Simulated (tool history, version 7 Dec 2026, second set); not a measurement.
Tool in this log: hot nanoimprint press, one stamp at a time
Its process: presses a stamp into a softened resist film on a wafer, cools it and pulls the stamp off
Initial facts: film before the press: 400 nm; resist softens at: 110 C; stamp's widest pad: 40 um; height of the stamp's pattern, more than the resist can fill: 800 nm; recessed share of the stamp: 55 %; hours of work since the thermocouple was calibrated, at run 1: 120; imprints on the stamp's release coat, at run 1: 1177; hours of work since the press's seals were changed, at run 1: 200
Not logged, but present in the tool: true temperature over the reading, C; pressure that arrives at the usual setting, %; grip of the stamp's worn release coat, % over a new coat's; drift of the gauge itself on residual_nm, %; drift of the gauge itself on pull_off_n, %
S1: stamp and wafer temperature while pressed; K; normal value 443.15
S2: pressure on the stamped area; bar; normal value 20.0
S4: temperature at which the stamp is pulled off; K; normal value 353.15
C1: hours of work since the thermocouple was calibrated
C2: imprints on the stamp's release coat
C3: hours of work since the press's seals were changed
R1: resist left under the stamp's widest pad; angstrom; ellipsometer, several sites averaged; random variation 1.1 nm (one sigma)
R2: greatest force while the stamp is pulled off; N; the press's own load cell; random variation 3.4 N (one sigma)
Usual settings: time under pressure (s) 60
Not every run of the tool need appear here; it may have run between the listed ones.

Run 1, hour 0.0: usual settings; C1 120; C2 1177; C3 200. Result: R1 1661 angstrom, R2 251 N.
Run 2, hour 4.8: usual settings but S1 435.15 K; C1 124; C2 1198; C3 204. Result: R1 2203 angstrom, R2 257 N.
Run 3, hour 13.7: usual settings but S1 435.15 K; C1 131; C2 1238; C3 211. Result: R1 2206 angstrom, R2 254 N.
Run 4, hour 19.1: usual settings but S1 434.15 K; C1 135; C2 1262; C3 215. Result: R1 2325 angstrom, R2 254 N.
Run 5, hour 23.0: usual settings but S1 434.15 K, S4 346.15 K; C1 138; C2 1279; C3 218. Result: R1 2332 angstrom, R2 278 N.
Run 6, hour 29.5: usual settings but S1 434.15 K, S4 346.15 K; C1 144; C2 1308; C3 223. Result: R1 2302 angstrom, R2 273 N.
Run 7, hour 35.3: usual settings but S1 434.15 K, S4 346.15 K; C1 148; C2 1333; C3 228. Result: R1 2339 angstrom, R2 278 N.
Run 8, hour 41.6: usual settings but S1 434.15 K, S4 346.15 K; C1 153; C2 1361; C3 233. Result: R1 2333 angstrom, R2 283 N.
Run 9, hour 48.9: usual settings but S1 439.15 K, S4 346.15 K; C1 159; C2 1393; C3 239. Result: R1 1933 angstrom, R2 280 N.
Run 10, hour 54.3: usual settings but time under pressure (s) 30; C1 163; C2 1417; C3 243. Result: R1 2170 angstrom, R2 269 N.
Run 11, hour 61.8: usual settings but time under pressure (s) 30; C1 169; C2 1450; C3 249. Result: R1 2188 angstrom, R2 274 N.
Run 12, hour 68.4: usual settings but time under pressure (s) 30; C1 174; C2 1479; C3 254. Result: R1 2142 angstrom, R2 269 N.
Run 13, hour 72.8: usual settings but time under pressure (s) 30; C1 178; C2 1499; C3 257. Result: R1 2147 angstrom, R2 275 N.
Run 14, hour 77.5: usual settings but time under pressure (s) 30; C1 181; C2 1520; C3 261. Result: R1 2141 angstrom, R2 288 N.
Run 15, hour 84.6: usual settings; C1 187; C2 1551; C3 267. Result: R1 1689 angstrom, R2 276 N.
Run 16, hour 90.2: usual settings; C1 191; C2 1576; C3 271. Result: R1 1680 angstrom, R2 270 N.
Run 17, hour 99.3: usual settings but S1 433.15 K, time under pressure (s) 106, S4 359.15 K; C1 199; C2 1616; C3 278. Result: R1 2021 angstrom, R2 268 N.
Run 18, hour 103.8: usual settings but S1 433.15 K, time under pressure (s) 105, S4 359.15 K; C1 202; C2 1636; C3 282. Result: R1 2014 angstrom, R2 273 N.
Run 19, hour 109.2: usual settings but S1 453.15 K, S2 24.1 bar, time under pressure (s) 86, S4 359.15 K; C1 206; C2 1660; C3 286. Result: R1 910 angstrom, R2 282 N.
Run 20, hour 116.7: usual settings but S1 449.15 K, S4 361.15 K; C1 212; C2 1693; C3 292. Result: R1 1352 angstrom, R2 265 N.
Run 21, hour 120.9: usual settings but S2 15.7 bar, S4 341.15 K; C1 216; C2 1712; C3 295. Result: R1 1881 angstrom, R2 315 N.
At hour 124.8: plate thermocouple calibrated.
Run 22, hour 131.7: usual settings but S2 15.7 bar, S4 341.15 K; C1 5; C2 1746; C3 301. Result: R1 1907 angstrom, R2 332 N.
Run 23, hour 138.8: usual settings but S2 15.7 bar, S4 341.15 K; C1 11; C2 1777; C3 307. Result: R1 1920 angstrom, R2 316 N.
Run 24, hour 146.4: usual settings but S2 12.9 bar, time under pressure (s) 39, S4 341.15 K; C1 17; C2 1811; C3 313. Result: R1 2409 angstrom, R2 323 N.
At hour 152.9: plate thermocouple calibrated, once more.
Run 25, hour 157.0: usual settings but S2 12.9 bar, time under pressure (s) 39, S4 341.15 K; C1 3; C2 1845; C3 319. Result: R1 2282 angstrom, R2 335 N.
Run 26, hour 166.4: usual settings but S2 26.1 bar; C1 11; C2 1886; C3 327. Result: R1 1463 angstrom, R2 317 N.
Run 27, hour 172.6: usual settings but S2 26.1 bar; C1 16; C2 1914; C3 331. Result: R1 1422 angstrom, R2 309 N.

Run 28, settings as shown, results not yet in. Your forecast:
Run 28, hour 179.1: usual settings but S2 31.3 bar, S4 359.15 K; C1 21; C2 1942; C3 337. Result: R1 ?, R2 ?.

R1: 1331 angstrom
R2: 297 N
Take away the tool's hidden state, keep the run-to-run variation as it was, and the same run would have given R1 1315 angstrom, R2 156 N.
